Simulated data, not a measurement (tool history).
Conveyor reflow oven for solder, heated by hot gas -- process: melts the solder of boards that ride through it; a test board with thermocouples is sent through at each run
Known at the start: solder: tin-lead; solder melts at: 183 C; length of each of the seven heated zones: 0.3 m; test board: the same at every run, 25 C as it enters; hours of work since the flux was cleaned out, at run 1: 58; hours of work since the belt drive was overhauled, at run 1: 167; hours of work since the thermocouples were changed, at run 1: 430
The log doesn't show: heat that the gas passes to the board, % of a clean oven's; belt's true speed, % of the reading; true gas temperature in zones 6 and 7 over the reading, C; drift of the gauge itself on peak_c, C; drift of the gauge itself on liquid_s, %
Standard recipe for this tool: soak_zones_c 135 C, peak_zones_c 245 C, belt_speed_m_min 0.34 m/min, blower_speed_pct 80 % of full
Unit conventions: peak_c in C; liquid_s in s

run  hour  soak_zones_c  peak_zones_c  belt_speed_m_min  blower_speed_pct  hours of work since the flux was cleaned out  hours of work since the belt drive was overhauled  hours of work since the thermocouples were changed  peak_c  liquid_s
  1     0           135           245              0.34                80                                            58                                                167                                                 430   233.6        93
  2   4.4           130           245              0.34                80                                            60                                                169                                                 433   232.7      90.7
  3   9.1           135           245              0.34                80                                            63                                                172                                                 435   233.8        93
  4  15.2           141           245              0.34                80                                            67                                                176                                                 439   234.4      96.7
  5  20.8           141           245              0.34                80                                            70                                                179                                                 442   234.4      95.6
  6    26           135           257              0.34                70                                            73                                                182                                                 445   242.1      98.7
  7  32.4           135           245             0.281                77                                            77                                                186                                                 449   238.2     116.2
  8  39.6           135           245             0.281                77                                            81                                                190                                                 453   237.3     116.3
  9    44           135           245             0.281                77                                            84                                                193                                                 456   238.1     116.4
 10  50.5           135           245             0.363                80                                            88                                                197                                                 460   231.2      84.9

Predict each of these 4 candidate next runs independently; none follows another, all start after run 10:
  A  60.5           135           246             0.409                60                                            93                                                202                                                 466       ?         ?
  B  60.5           122           252             0.363                80                                            93                                                202                                                 466       ?         ?
  C  60.5           128           245             0.363                80                                            93                                                202                                                 466       ?         ?
  D  60.5           135           245             0.306                80                                            93                                                202                                                 466       ?         ?

run  peak_c  liquid_s
  A   221.8      67.7
  B     236      84.4
  C   230.3        82
  D     236     105.4
The same runs, with their run-to-run variation unchanged, on a tool lacking any hidden condition would have given:
run  peak_c  liquid_s
  A   221.7      67.6
  B   236.1      84.3
  C   230.3      81.9
  D   235.7       105
